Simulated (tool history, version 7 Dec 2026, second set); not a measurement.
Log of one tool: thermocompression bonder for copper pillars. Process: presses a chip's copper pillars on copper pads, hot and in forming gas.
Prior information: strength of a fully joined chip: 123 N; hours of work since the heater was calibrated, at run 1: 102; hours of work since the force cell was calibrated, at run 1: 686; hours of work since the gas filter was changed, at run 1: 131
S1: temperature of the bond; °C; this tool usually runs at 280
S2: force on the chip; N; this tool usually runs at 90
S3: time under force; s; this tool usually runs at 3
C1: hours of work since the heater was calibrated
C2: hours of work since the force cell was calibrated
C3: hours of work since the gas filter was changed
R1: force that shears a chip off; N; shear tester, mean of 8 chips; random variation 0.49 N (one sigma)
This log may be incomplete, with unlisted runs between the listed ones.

{"run": 1, "hour": 0.0, "S1": 280, "S2": 90, "S3": 3, "C1": 102, "C2": 686, "C3": 131, "R1": 77.4}
{"run": 2, "hour": 9.2, "S1": 280, "S2": 90, "S3": 3, "C1": 106, "C2": 689, "C3": 135, "R1": 77}
{"run": 3, "hour": 17.9, "S1": 280, "S2": 128, "S3": 3, "C1": 110, "C2": 693, "C3": 139, "R1": 94.6}
{"run": 4, "hour": 22.3, "S1": 280, "S2": 128, "S3": 3, "C1": 112, "C2": 695, "C3": 140, "R1": 94.1}
{"run": 5, "hour": 28.8, "S1": 280, "S2": 90, "S3": 3, "C1": 114, "C2": 697, "C3": 143, "R1": 77.7}
{"run": 6, "hour": 34.8, "S1": 280, "S2": 90, "S3": 3, "C1": 117, "C2": 700, "C3": 146, "R1": 76.3}
{"run": 7, "hour": 42.2, "S1": 280, "S2": 90, "S3": 3, "C1": 120, "C2": 703, "C3": 149, "R1": 77.1}
{"run": 8, "hour": 52.4, "S1": 280, "S2": 108, "S3": 3, "C1": 124, "C2": 707, "C3": 153, "R1": 86.7}
{"run": 9, "hour": 61.8, "S1": 280, "S2": 108, "S3": 3, "C1": 128, "C2": 711, "C3": 157, "R1": 85.7}
{"run": 10, "hour": 68.6, "S1": 303, "S2": 108, "S3": 3, "C1": 131, "C2": 714, "C3": 159, "R1": 97.8}
{"run": 11, "hour": 78.4, "S1": 263, "S2": 90, "S3": 3, "C1": 135, "C2": 718, "C3": 164, "R1": 67.1}
{"run": 12, "hour": 83.3, "S1": 280, "S2": 90, "S3": 3, "C1": 137, "C2": 720, "C3": 166, "R1": 76.9}
{"run": 13, "hour": 87.6, "S1": 280, "S2": 90, "S3": 3, "C1": 139, "C2": 722, "C3": 167, "R1": 78.2}
{"run": 14, "hour": 94.8, "S1": 280, "S2": 90, "S3": 3, "C1": 142, "C2": 725, "C3": 170, "R1": 77}
{"run": 15, "hour": 102.7, "S1": 280, "S2": 90, "S3": 3, "C1": 145, "C2": 728, "C3": 174, "R1": 77}
{"run": 16, "hour": 110.9, "S1": 280, "S2": 90, "S3": 3, "C1": 148, "C2": 731, "C3": 177, "R1": 76.6}
{"run": 17, "hour": 118.5, "S1": 280, "S2": 90, "S3": 3, "C1": 151, "C2": 734, "C3": 180, "R1": 75.6}
{"run": 18, "hour": 128.3, "S1": 280, "S2": 90, "S3": 3, "C1": 155, "C2": 738, "C3": 184, "R1": 77.7}
{"run": 19, "hour": 134.6, "S1": 280, "S2": 90, "S3": 3, "C1": 158, "C2": 741, "C3": 187, "R1": 77.3}
{"run": 20, "hour": 138.9, "S1": 280, "S2": 90, "S3": 3, "C1": 160, "C2": 743, "C3": 189, "R1": 77.4}
{"run": 21, "hour": 149.3, "S1": 255, "S2": 70, "S3": 6, "C1": 164, "C2": 747, "C3": 193, "R1": 65.4}
{"run": 22, "hour": 154.9, "S1": 253, "S2": 109, "S3": 3, "C1": 166, "C2": 749, "C3": 195, "R1": 70.8}
{"run": 23, "hour": 160.3, "S1": 280, "S2": 83, "S3": 2, "C1": 169, "C2": 752, "C3": 197, "R1": 64}
{"run": 24, "hour": 166.1, "S1": 280, "S2": 83, "S3": 2, "C1": 171, "C2": 754, "C3": 200, "R1": 63.9}
{"run": 25, "hour": 175.2, "S1": 279, "S2": 90, "S3": 2, "C1": 175, "C2": 758, "C3": 203, "R1": 67.8}
{"run": 26, "hour": 184.5, "S1": 300, "S2": 90, "S3": 3, "C1": 179, "C2": 762, "C3": 207, "R1": 87.6}
{"run": 27, "hour": 191.5, "S1": 286, "S2": 120, "S3": 2, "C1": 181, "C2": 765, "C3": 210, "R1": 85.4}
{"run": 28, "hour": 201.1, "S1": 288, "S2": 88, "S3": 4, "C1": 185, "C2": 769, "C3": 214, "R1": 87.2}
{"hour": 202.3, "done": "forming gas filter changed"}
{"run": 29, "hour": 209.2, "S1": 288, "S2": 88, "S3": 4, "C1": 189, "C2": 772, "C3": 3, "R1": 86.6}
{"run": 30, "hour": 217.8, "S1": 288, "S2": 88, "S3": 4, "C1": 192, "C2": 775, "C3": 6, "R1": 85.8}
{"run": 31, "hour": 225.2, "S1": 275, "S2": 90, "S3": 4, "C1": 195, "C2": 778, "C3": 9, "R1": 81.8}
{"run": 32, "hour": 235.2, "S1": 275, "S2": 90, "S3": 4, "C1": 199, "C2": 782, "C3": 14, "R1": 80.9}
{"run": 33, "hour": 245.3, "S1": 275, "S2": 94, "S3": 5, "C1": 203, "C2": 787, "C3": 18, "R1": 87.7}
{"run": 34, "hour": 249.6, "S1": 270, "S2": 98, "S3": 2, "C1": 205, "C2": 788, "C3": 20, "R1": 65.9}
{"run": 35, "hour": 255.8, "S1": 283, "S2": 90, "S3": 3, "C1": 208, "C2": 791, "C3": 22, "R1": 79}
{"run": 36, "hour": 266.0, "S1": 257, "S2": 90, "S3": 2, "C1": 212, "C2": 795, "C3": 26, "R1": 55.2}
{"run": 37, "hour": 271.4, "S1": 257, "S2": 90, "S3": 2, "C1": 214, "C2": 797, "C3": 29, "R1": 55.6}
{"run": 38, "hour": 280.3, "S1": 254, "S2": 95, "S3": 5, "C1": 218, "C2": 801, "C3": 32, "R1": 75.9}
{"run": 39, "hour": 288.0, "S1": 254, "S2": 95, "S3": 5, "C1": 221, "C2": 804, "C3": 35, "R1": 76.6}

Hidden condition of the tool, last listed run before each entry between runs versus first listed run after:
Logged between run 28 and run 29: forming gas filter changed (hour 202.3)
  oxide that the forming gas leaves, % of the face: 0.63 -> 0.5
